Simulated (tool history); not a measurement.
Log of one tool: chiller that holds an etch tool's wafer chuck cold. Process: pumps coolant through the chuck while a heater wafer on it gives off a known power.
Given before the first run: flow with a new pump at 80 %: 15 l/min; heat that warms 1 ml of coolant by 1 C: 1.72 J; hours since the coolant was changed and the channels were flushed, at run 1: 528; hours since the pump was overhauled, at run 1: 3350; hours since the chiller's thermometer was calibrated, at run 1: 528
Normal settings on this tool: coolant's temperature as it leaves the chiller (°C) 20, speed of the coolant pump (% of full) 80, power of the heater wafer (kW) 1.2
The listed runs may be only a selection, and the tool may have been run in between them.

run,hour,coolant's temperature as it leaves the chiller (°C),speed of the coolant pump (% of full),power of the heater wafer (kW),hours since the coolant was changed and the channels were flushed,hours since the pump was overhauled,hours since the chiller's thermometer was calibrated,chuck's temperature once it has settled (°C),how much warmer the coolant comes back (C)
1,0,20,80,1.2,528,3350,528,29.7,3.19
2,128.2,20,80,1.2,656,3479,656,29.8,3.23
3,260.1,20,80,1.2,788,3611,788,29.9,3.23
4,408.6,20,80,1.2,936,3759,936,29.8,3.2
5,548.5,20,80,1.2,1076,3899,1076,30.1,3.33
6,646.4,20,80,0.78,1174,3997,1174,26.7,2.11
7,838.8,20,80,0.78,1366,4189,1366,27,2.15
# hour 935.3: coolant pump overhauled
8,1014.2,20,80,0.78,1537,79,1537,26.3,1.77
9,1205.8,20,80,0.717,1728,271,1728,26,1.62
10,1369,20,80,1.2,1892,434,1892,29.6,2.83
11,1463.8,20,80,1.2,1986,529,1986,29.6,2.86
12,1551.2,20,80,0.947,2074,616,2074,27.8,2.25
13,1688.6,20,68,1.2,2211,753,2211,31,3.42
14,1865.4,20,68,1.2,2388,930,2388,31.2,3.41
15,2075.1,20,68,1.2,2598,1140,2598,31.3,3.48
16,2286.6,20,68,1.2,2809,1351,2809,31.5,3.56
17,2373.8,20,68,1.2,2896,1439,2896,31.5,3.5
18,2511,20,68,1.2,3034,1576,3034,31.6,3.52
19,2651.3,20,68,1.2,3174,1716,3174,31.6,3.58
20,2803.7,24,72,1.22,3326,1868,3326,35.6,3.44
21,3013.5,20,68,0.815,3536,2078,3536,28.4,2.44
# hour 3122.8: coolant changed, channels flushed
# hour 3123.8: chiller's thermometer calibrated
22,3226.8,20,76,1.2,103,2285,103,29.6,3.19
23,3331.9,20,76,1.2,208,2390,208,29.9,3.21
24,3499.3,11,76,0.946,376,2557,376,18.8,2.57
25,3607.6,11,66,0.713,484,2665,484,17.5,2.22
26,3779.9,11,96,0.851,656,2838,656,17.1,1.8
27,3919.6,11,96,0.851,796,2977,796,17.2,1.76
28,4108.7,20,79,1.2,985,3166,985,30,3.21
29,4212.7,13,79,0.712,1089,3270,1089,19,1.92
30,4312,29,80,1.197,1188,3370,1188,38.9,3.18
31,4524.3,14,86,0.759,1401,3582,1401,20.2,1.86
32,4705.7,18,97,0.759,1582,3763,1582,23.8,1.64
33,4870.3,18,97,0.759,1747,3928,1747,23.9,1.68

Hidden state or all else? Some run-to-run changes of chuck's temperature once it has settled (°C), split into what the settings, what came in and random variation would give without the hidden state, and what is left for the hidden state (with any gauge scatter that isn't in both results):
Hidden state at play: heat passed by the chuck's channels, % of clean ones'; flow at a given pump speed, % of a new pump's; coolant's true temperature over the reading, C; drift of the gauge itself on chuck_c, C; drift of the gauge itself on warmer_back_c, C.
Run 7 -> 8: coolant pump overhauled. chuck's temperature once it has settled (°C) -0.7: hidden state -0.6, all else -0.1.
Run 21 -> 22: speed of the coolant pump (% of full) 68 -> 76, power of the heater wafer (kW) 0.815 -> 1.2, coolant changed, channels flushed, chiller's thermometer calibrated. chuck's temperature once it has settled (°C) +1.2: hidden state -1.1, all else +2.3.
Run 27 -> 28: coolant's temperature as it leaves the chiller (°C) 11 -> 20, speed of the coolant pump (% of full) 96 -> 79, power of the heater wafer (kW) 0.851 -> 1.2. chuck's temperature once it has settled (°C) +12.8: hidden state +0.5, all else +12.3.
Run 29 -> 30: coolant's temperature as it leaves the chiller (°C) 13 -> 29, speed of the coolant pump (% of full) 79 -> 80, power of the heater wafer (kW) 0.712 -> 1.197. chuck's temperature once it has settled (°C) +19.9: hidden state +0.4, all else +19.5.
Run 30 -> 31: coolant's temperature as it leaves the chiller (°C) 29 -> 14, speed of the coolant pump (% of full) 80 -> 86, power of the heater wafer (kW) 1.197 -> 0.759. chuck's temperature once it has settled (°C) -18.7: hidden state -0.2, all else -18.5.
